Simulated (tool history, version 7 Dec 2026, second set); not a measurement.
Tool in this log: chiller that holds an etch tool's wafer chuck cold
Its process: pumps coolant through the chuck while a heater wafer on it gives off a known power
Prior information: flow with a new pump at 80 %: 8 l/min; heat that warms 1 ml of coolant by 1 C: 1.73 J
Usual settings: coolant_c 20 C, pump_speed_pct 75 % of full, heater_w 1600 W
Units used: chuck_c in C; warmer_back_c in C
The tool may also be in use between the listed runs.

run    hour  coolant_c  pump_speed_pct  heater_w  chuck_c  warmer_back_c
  1     0.0         20              75      1600     40.7           7.97
  2   116.4         20              75      1600     40.9           8.16
  3   229.6         20              60      1600     44.2          10.45
  4   314.3         20              75      2266     50.0          11.51
  5   418.6         20              75      2266     50.0          11.53
  6   573.0         20              63      2266     53.8          14.12
  7   685.5         20              63      2266     54.0          14.12
  8   776.3         20              63      2266     54.3          14.20
  9   913.7         20              63      2266     54.3          14.29
 10  1036.5         20              75       822     31.4           4.28
 11  1136.7         20              75       822     31.5           4.16
     1201.0  -- coolant pump overhauled
 12  1241.5         15              75       829     26.2           3.89
 13  1367.4         15              83      1168     29.9           4.98
 14  1520.3         15              83      1168     29.6           4.93
 15  1599.6         15              83      1168     29.7           4.88
 16  1714.9         22              75      1600     43.7           7.63
 17  1870.0         22              72      1600     44.5           8.00
 18  1981.0         11              87       844     21.9           3.46
     2008.1  -- coolant changed, channels flushed
 19  2134.1         11              74      1098     24.7           5.38
 20  2266.4         22              98      1600     38.6           5.75
 21  2367.4         28              75      1600     47.6           7.79

Forecast each of these 3 alternatives for the next run:
  A  2459.2         20              75      1538        ?              ?
  B  2459.2         17              75      1600        ?              ?
  C  2459.2         22              75      1600        ?              ?

run  chuck_c  warmer_back_c
  A     39.0           7.50
  B     36.7           7.74
  C     41.7           7.85
Take away the tool's hidden state, keep each run's random variation, and the runs would have read:
run  chuck_c  warmer_back_c
  A     37.6           7.22
  B     35.2           7.45
  C     40.3           7.56
